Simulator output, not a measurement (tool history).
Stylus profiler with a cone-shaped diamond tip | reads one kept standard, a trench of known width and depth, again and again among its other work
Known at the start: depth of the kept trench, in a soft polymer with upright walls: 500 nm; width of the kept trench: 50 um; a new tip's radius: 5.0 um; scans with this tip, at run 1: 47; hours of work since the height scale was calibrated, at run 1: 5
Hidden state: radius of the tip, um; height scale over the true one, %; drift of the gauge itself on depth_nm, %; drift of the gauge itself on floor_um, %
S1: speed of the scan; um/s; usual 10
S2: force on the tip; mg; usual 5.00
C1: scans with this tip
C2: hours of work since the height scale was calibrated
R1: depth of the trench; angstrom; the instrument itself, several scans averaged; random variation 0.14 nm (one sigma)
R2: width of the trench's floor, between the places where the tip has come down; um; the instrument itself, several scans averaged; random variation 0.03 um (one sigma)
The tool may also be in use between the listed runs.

run 1 day=0.000 | S1=10 S2=5.00 | C1=47 C2=5 | R1=5043.8 R2=45.49
run 2 day=0.488 | S1=10 S2=5.47 | C1=97 C2=11 | R1=5047.5 R2=45.55
run 3 day=0.921 | S1=10 S2=5.47 | C1=142 C2=16 | R1=5045.9 R2=45.47
run 4 day=1.417 | S1=10 S2=5.47 | C1=193 C2=22 | R1=5048.3 R2=45.49
run 5 day=1.950 | S1=10 S2=5.47 | C1=248 C2=28 | R1=5046.3 R2=45.48
run 6 day=2.350 | S1=10 S2=5.47 | C1=289 C2=32 | R1=5047.7 R2=45.48
run 7 day=2.729 | S1=10 S2=5.47 | C1=328 C2=37 | R1=5048.6 R2=45.48
run 8 day=3.262 | S1=10 S2=8.98 | C1=383 C2=43 | R1=5065.6 R2=45.45
run 9 day=3.738 | S1=10 S2=8.98 | C1=432 C2=48 | R1=5066.5 R2=45.45
run 10 day=4.500 | S1=13 S2=5.00 | C1=510 C2=57 | R1=5043.2 R2=45.40
run 11 day=5.312 | S1=13 S2=1.81 | C1=594 C2=67 | R1=5022.1 R2=45.42
run 12 day=6.054 | S1=10 S2=9.11 | C1=670 C2=75 | R1=5066.7 R2=45.45
run 13 day=6.688 | S1=14 S2=5.00 | C1=735 C2=82 | R1=5046.3 R2=45.41
run 14 day=7.433 | S1=14 S2=5.00 | C1=812 C2=91 | R1=5045.3 R2=45.37
run 15 day=7.792 | S1=14 S2=5.00 | C1=849 C2=95 | R1=5048.3 R2=45.39
run 16 day=8.392 | S1=5 S2=5.00 | C1=911 C2=102 | R1=5048.2 R2=45.43
run 17 day=8.921 | S1=6 S2=5.75 | C1=965 C2=108 | R1=5051.2 R2=45.41

Run 18 comes next. What will it give?
run 18 day=9.504 | S1=19 S2=6.61 | C1=1025 C2=115 | R1=? R2=?

R1: 5057.6 angstrom
R2: 45.39 um
Without the tool's hidden state the same run would have given R1 5055.5 angstrom, R2 45.62 um.

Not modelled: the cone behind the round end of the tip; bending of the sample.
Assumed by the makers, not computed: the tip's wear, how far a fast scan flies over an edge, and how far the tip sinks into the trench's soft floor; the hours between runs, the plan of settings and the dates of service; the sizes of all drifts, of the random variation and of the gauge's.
